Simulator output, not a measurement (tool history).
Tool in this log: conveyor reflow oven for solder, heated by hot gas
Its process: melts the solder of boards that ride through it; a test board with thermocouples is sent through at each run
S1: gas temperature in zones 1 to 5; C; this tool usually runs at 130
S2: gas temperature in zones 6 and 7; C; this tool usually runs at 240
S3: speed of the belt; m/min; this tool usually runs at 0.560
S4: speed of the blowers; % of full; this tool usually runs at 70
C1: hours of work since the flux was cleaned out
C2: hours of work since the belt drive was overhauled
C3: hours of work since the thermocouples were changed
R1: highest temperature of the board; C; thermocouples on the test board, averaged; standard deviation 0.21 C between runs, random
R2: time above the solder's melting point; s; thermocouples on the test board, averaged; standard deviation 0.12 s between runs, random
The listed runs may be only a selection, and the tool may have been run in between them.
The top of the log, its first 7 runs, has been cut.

run	hour	S1	S2	S3	S4	C1	C2	C3	R1	R2
8	60.4	130	240	0.560	70	27	54	234	220.3	47.7
9	72.3	130	240	0.560	70	33	60	240	220.2	47.6
10	82.7	130	240	0.560	71	39	65	246	220.5	47.9
11	91.9	130	240	0.560	71	43	70	251	221.0	47.7
12	98.2	130	240	0.560	71	47	73	254	220.3	48.0
13	103.9	130	240	0.560	71	50	76	257	220.2	47.7
14	111.1	130	240	0.560	71	53	80	260	220.2	47.6
15	119.6	122	240	0.560	71	58	84	265	218.6	44.6
16	132.1	122	240	0.560	71	64	91	271	218.8	44.7
17	142.4	123	252	0.660	84	69	96	277	225.5	41.3
18	154.3	130	240	0.560	70	76	102	283	219.7	47.3
19	162.2	119	240	0.454	88	80	106	287	228.3	62.7
20	171.1	129	244	0.454	67	84	111	291	229.7	65.7
21	176.4	130	250	0.560	70	87	114	294	228.1	52.4
22	188.0	137	242	0.479	70	93	120	300	227.7	63.3
# hour 192.7: belt drive overhauled, speed set with a stopwatch
23	201.1	127	240	0.632	70	98	4	305	214.3	37.4
24	210.5	127	240	0.632	70	103	9	310	213.7	37.2
25	215.6	127	237	0.617	67	105	12	312	211.3	36.5
26	225.6	137	240	0.560	70	110	17	317	220.6	50.0
27	230.7	134	240	0.580	70	113	20	320	219.0	45.9
# hour 243.9: belt drive overhauled, speed set with a stopwatch, once more
28	245.2	134	240	0.491	73	118	1	326	225.1	59.3
29	251.1	134	240	0.491	73	121	4	329	225.0	59.1
30	262.5	134	240	0.491	73	127	10	334	224.9	59.3
31	274.0	134	246	0.491	73	133	16	340	230.6	62.2

Consider 4 possible next runs. They are alternatives, not a sequence: every one starts from the tool as it was left by run 31. What does each give?
A	280.8	133	240	0.656	70	137	19	344	?	?
B	280.8	137	245	0.491	86	137	19	344	?	?
C	280.8	120	246	0.491	73	137	19	344	?	?
D	280.8	126	237	0.560	70	137	19	344	?	?

run	R1	R2
A	213.3	36.3
B	231.8	64.0
C	228.1	57.1
D	216.0	43.2
Without the tool's hidden state the same runs would have given:
run	R1	R2
A	215.6	38.0
B	233.6	65.0
C	230.2	58.4
D	218.1	45.0
